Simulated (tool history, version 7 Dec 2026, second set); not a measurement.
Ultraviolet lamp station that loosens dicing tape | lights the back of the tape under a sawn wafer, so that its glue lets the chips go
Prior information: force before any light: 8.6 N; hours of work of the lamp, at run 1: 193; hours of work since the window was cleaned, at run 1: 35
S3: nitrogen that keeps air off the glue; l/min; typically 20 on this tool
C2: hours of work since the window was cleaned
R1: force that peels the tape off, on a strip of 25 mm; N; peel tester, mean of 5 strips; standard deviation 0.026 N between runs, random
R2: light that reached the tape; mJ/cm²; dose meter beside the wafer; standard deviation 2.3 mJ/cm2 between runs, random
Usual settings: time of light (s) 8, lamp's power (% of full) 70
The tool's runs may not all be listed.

Run 1, day 0.000: usual settings; hours of work of the lamp 193; C2 35. Result: R1 1.390 N, R2 204 mJ/cm².
Run 2, day 0.538: usual settings but S3 38 l/min; hours of work of the lamp 202; C2 44. Result: R1 1.151 N, R2 206 mJ/cm².
Run 3, day 0.971: usual settings; hours of work of the lamp 210; C2 51. Result: R1 1.398 N, R2 201 mJ/cm².
Run 4, day 1.367: usual settings; hours of work of the lamp 216; C2 58. Result: R1 1.424 N, R2 198 mJ/cm².
Run 5, day 1.962: usual settings; hours of work of the lamp 226; C2 68. Result: R1 1.438 N, R2 201 mJ/cm².
Run 6, day 2.742: usual settings; hours of work of the lamp 239; C2 81. Result: R1 1.444 N, R2 197 mJ/cm².
Run 7, day 3.233: usual settings but S3 17 l/min; hours of work of the lamp 247; C2 89. Result: R1 1.619 N, R2 195 mJ/cm².
Run 8, day 3.567: usual settings but time of light (s) 16, S3 17 l/min; hours of work of the lamp 253; C2 95. Result: R1 0.468 N, R2 392 mJ/cm².
Run 9, day 4.033: usual settings but time of light (s) 16, S3 17 l/min; hours of work of the lamp 261; C2 103. Result: R1 0.460 N, R2 388 mJ/cm².
Run 10, day 4.771: usual settings but time of light (s) 16, S3 17 l/min; hours of work of the lamp 273; C2 115. Result: R1 0.458 N, R2 388 mJ/cm².
Run 11, day 5.488: usual settings but time of light (s) 16, S3 17 l/min; hours of work of the lamp 285; C2 127. Result: R1 0.481 N, R2 385 mJ/cm².
Run 12, day 6.142: usual settings but time of light (s) 13, S3 17 l/min; hours of work of the lamp 296; C2 138. Result: R1 0.736 N, R2 308 mJ/cm².
At day 6.196: window cleaned of glue's vapour.
Run 13, day 6.933: usual settings but time of light (s) 13, S3 17 l/min; hours of work of the lamp 309; C2 12. Result: R1 0.760 N, R2 296 mJ/cm².
Run 14, day 7.575: usual settings but time of light (s) 13, S3 17 l/min; hours of work of the lamp 320; C2 23. Result: R1 0.775 N, R2 291 mJ/cm².
Run 15, day 8.321: usual settings but time of light (s) 13, S3 17 l/min; hours of work of the lamp 332; C2 35. Result: R1 0.806 N, R2 290 mJ/cm².
Run 16, day 9.088: usual settings but time of light (s) 12, lamp's power (% of full) 78; hours of work of the lamp 345; C2 48. Result: R1 0.735 N, R2 294 mJ/cm².
Run 17, day 9.517: usual settings but time of light (s) 4, S3 8 l/min; hours of work of the lamp 352; C2 55. Result: R1 4.413 N, R2 90 mJ/cm².
Run 18, day 10.096: usual settings but time of light (s) 4, S3 8 l/min; hours of work of the lamp 362; C2 65. Result: R1 4.666 N, R2 84 mJ/cm².
Run 19, day 10.521: usual settings but time of light (s) 5, lamp's power (% of full) 98, S3 8 l/min; hours of work of the lamp 369; C2 72. Result: R1 2.925 N, R2 153 mJ/cm².
At day 10.604: window cleaned of glue's vapour, once more.
Run 20, day 11.125: usual settings but lamp's power (% of full) 86; hours of work of the lamp 378; C2 9. Result: R1 1.020 N, R2 249 mJ/cm².
Run 21, day 11.538: usual settings but lamp's power (% of full) 86; hours of work of the lamp 385; C2 16. Result: R1 1.071 N, R2 249 mJ/cm².
Run 22, day 12.025: usual settings but time of light (s) 6, lamp's power (% of full) 73; hours of work of the lamp 393; C2 24. Result: R1 2.138 N, R2 156 mJ/cm².
Run 23, day 12.683: usual settings but time of light (s) 15, lamp's power (% of full) 96; hours of work of the lamp 404; C2 35. Result: R1 0.312 N, R2 505 mJ/cm².
Run 24, day 13.492: usual settings but time of light (s) 15, lamp's power (% of full) 96; hours of work of the lamp 418; C2 48. Result: R1 0.317 N, R2 496 mJ/cm².
Run 25, day 14.158: usual settings but time of light (s) 15, lamp's power (% of full) 68; hours of work of the lamp 429; C2 59. Result: R1 0.525 N, R2 353 mJ/cm².
Run 26, day 14.533: usual settings but time of light (s) 15, lamp's power (% of full) 68; hours of work of the lamp 435; C2 66. Result: R1 0.522 N, R2 354 mJ/cm².
Run 27, day 15.138: usual settings but time of light (s) 15, lamp's power (% of full) 68; hours of work of the lamp 445; C2 76. Result: R1 0.534 N, R2 347 mJ/cm².
Run 28, day 15.767: usual settings but time of light (s) 15, lamp's power (% of full) 68; hours of work of the lamp 456; C2 86. Result: R1 0.548 N, R2 344 mJ/cm².
Run 29, day 16.188: usual settings but time of light (s) 15, lamp's power (% of full) 68; hours of work of the lamp 463; C2 93. Result: R1 0.561 N, R2 340 mJ/cm².

Alternative continuations, all from the tool just after run 29; predict every row:
Run A, day 16.950: usual settings but time of light (s) 9, lamp's power (% of full) 81, S3 16 l/min; hours of work of the lamp 476; C2 106. Result: R1 ?, R2 ?.
Run B, day 16.950: usual settings but lamp's power (% of full) 67, S3 31 l/min; hours of work of the lamp 476; C2 106. Result: R1 ?, R2 ?.
Run C, day 16.950: usual settings but time of light (s) 16, lamp's power (% of full) 90, S3 12 l/min; hours of work of the lamp 476; C2 106. Result: R1 ?, R2 ?.
Run D, day 16.950: usual settings but time of light (s) 10, lamp's power (% of full) 61; hours of work of the lamp 476; C2 106. Result: R1 ?, R2 ?.
Run E, day 16.950: usual settings but time of light (s) 15, lamp's power (% of full) 68, S3 26 l/min; hours of work of the lamp 476; C2 106. Result: R1 ?, R2 ?.

run     R1   R2
  A  1.164  235
  B  1.571  176
  C  0.397  477
  D  1.406  202
  E  0.493  336
The same runs, with their run-to-run variation unchanged, on a tool lacking any hidden condition would have given:
run     R1   R2
  A  0.886  274
  B  1.224  205
  C  0.327  555
  D  1.090  235
  E  0.382  391
